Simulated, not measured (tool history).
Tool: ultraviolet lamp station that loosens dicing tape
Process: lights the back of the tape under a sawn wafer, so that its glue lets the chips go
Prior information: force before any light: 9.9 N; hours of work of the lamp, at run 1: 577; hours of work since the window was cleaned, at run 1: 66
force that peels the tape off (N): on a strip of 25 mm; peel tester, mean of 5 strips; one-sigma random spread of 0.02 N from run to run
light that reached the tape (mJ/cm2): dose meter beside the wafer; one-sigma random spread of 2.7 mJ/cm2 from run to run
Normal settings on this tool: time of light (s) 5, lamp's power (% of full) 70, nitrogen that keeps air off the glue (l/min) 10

run    hour  time of light (s)  lamp's power (% of full)  nitrogen that keeps air off the glue (l/min)  hours of work of the lamp  hours of work since the window was cleaned  force that peels the tape off (N)  light that reached the tape (mJ/cm2)
  1     0.0                  5                        70                                            10                        577                                          66                              1.265                                   298
  2    19.5                  4                        70                                            10                        591                                          80                              1.966                                   239
  3    41.3                  4                        70                                            11                        607                                          95                              1.830                                   238
  4    86.9                  5                        70                                            19                        639                                         128                              0.857                                   296
  5   131.8                  5                        70                                            19                        671                                         160                              0.878                                   288
  6   180.1                  9                        70                                            10                        705                                         194                              0.406                                   515
  7   220.0                  9                        70                                            10                        734                                         223                              0.426                                   515
  8   246.9                  5                        70                                            10                        753                                         242                              1.481                                   280
  9   276.9                  5                        70                                            10                        774                                         263                              1.433                                   276
 10   307.0                  5                        70                                            10                        796                                         284                              1.473                                   274
 11   341.3                  5                        70                                            10                        820                                         309                              1.576                                   274
 12   379.6                  5                        70                                            10                        847                                         336                              1.529                                   271
 13   399.7                  5                        70                                            10                        861                                         350                              1.609                                   268
 14   432.4                  5                        70                                            10                        885                                         373                              1.661                                   260
 15   455.2                  5                        70                                             4                        901                                         390                              2.924                                   265
 16   476.4                  5                        70                                             4                        916                                         405                              2.932                                   261
 17   503.6                  5                        70                                             4                        935                                         424                              2.850                                   259
 18   525.7                  5                        70                                             4                        951                                         440                              3.004                                   254
 19   557.1                  5                        75                                            10                        973                                         462                              1.548                                   275
 20   599.8                  5                        70                                            10                       1004                                         493                              1.791                                   252
 21   645.9                  5                        70                                            10                       1037                                         525                              1.732                                   250
 22   686.1                  4                        75                                             7                       1065                                         554                              2.855                                   208
      694.2  -- window cleaned of glue's vapour
 23   724.1                  5                        74                                            14                       1092                                          21                              1.088                                   284
 24   758.0                  2                        85                                             4                       1116                                          45                              5.424                                   130
 25   797.6                  9                        85                                            10                       1144                                          74                              0.317                                   586
 26   832.3                  5                        62                                            14                       1169                                          98                              1.592                                   229
 27   852.9                  6                        83                                            14                       1183                                         113                              0.662                                   371
      872.7  -- lamp changed
 28   894.0                  4                        83                                            17                         15                                         141                              0.764                                   317
 29   916.8                  4                        98                                            11                         31                                         158                              0.787                                   370
 30   948.5                  5                        71                                            10                         54                                         180                              1.049                                   336
 31   973.9                  5                        71                                            10                         72                                         198                              1.069                                   331
 32   994.7                  5                        71                                            10                         87                                         213                              1.029                                   332
 33  1018.5                  4                        70                                            20                        104                                         230                              1.098                                   260
 34  1058.9                  4                        70                                            20                        132                                         259                              1.088                                   259
 35  1081.5                  4                        60                                            20                        148                                         275                              1.499                                   217
 36  1110.5                  3                        95                                            15                        169                                         295                              1.297                                   257
 37  1136.5                  3                        95                                            15                        188                                         314                              1.341                                   251
 38  1164.5                  3                        95                                            15                        207                                         334                              1.399                                   254
 39  1212.5                  8                        86                                             9                        242                                         368                              0.330                                   605
 40  1249.3                  8                        82                                             6                        268                                         394                              0.541                                   574
 41  1268.9                  4                        80                                            10                        282                                         408                              1.534                                   277
 42  1295.9                  4                        80                                            10                        301                                         427                              1.543                                   273

5 ways to go on from here, each from the tool as it stands after run 42. What would each give?
  A  1343.8                  7                        70                                            10                        335                                         461                                  ?                                     ?
  B  1343.8                  3                        80                                            10                        335                                         461                                  ?                                     ?
  C  1343.8                  2                        86                                            13                        335                                         461                                  ?                                     ?
  D  1343.8                  5                        76                                             6                        335                                         461                                  ?                                     ?
  E  1343.8                  3                        61                                             5                        335                                         461                                  ?                                     ?

run  force that peels the tape off (N)  light that reached the tape (mJ/cm2)
  A                              0.677                                   413
  B                              2.417                                   201
  C                              3.167                                   146
  D                              1.662                                   318
  E                              4.547                                   155
The same runs, with their run-to-run variation unchanged, on a tool lacking any hidden condition would have given:
run  force that peels the tape off (N)  light that reached the tape (mJ/cm2)
  A                              0.475                                   486
  B                              1.909                                   237
  C                              2.614                                   171
  D                              1.245                                   374
  E                              3.952                                   182

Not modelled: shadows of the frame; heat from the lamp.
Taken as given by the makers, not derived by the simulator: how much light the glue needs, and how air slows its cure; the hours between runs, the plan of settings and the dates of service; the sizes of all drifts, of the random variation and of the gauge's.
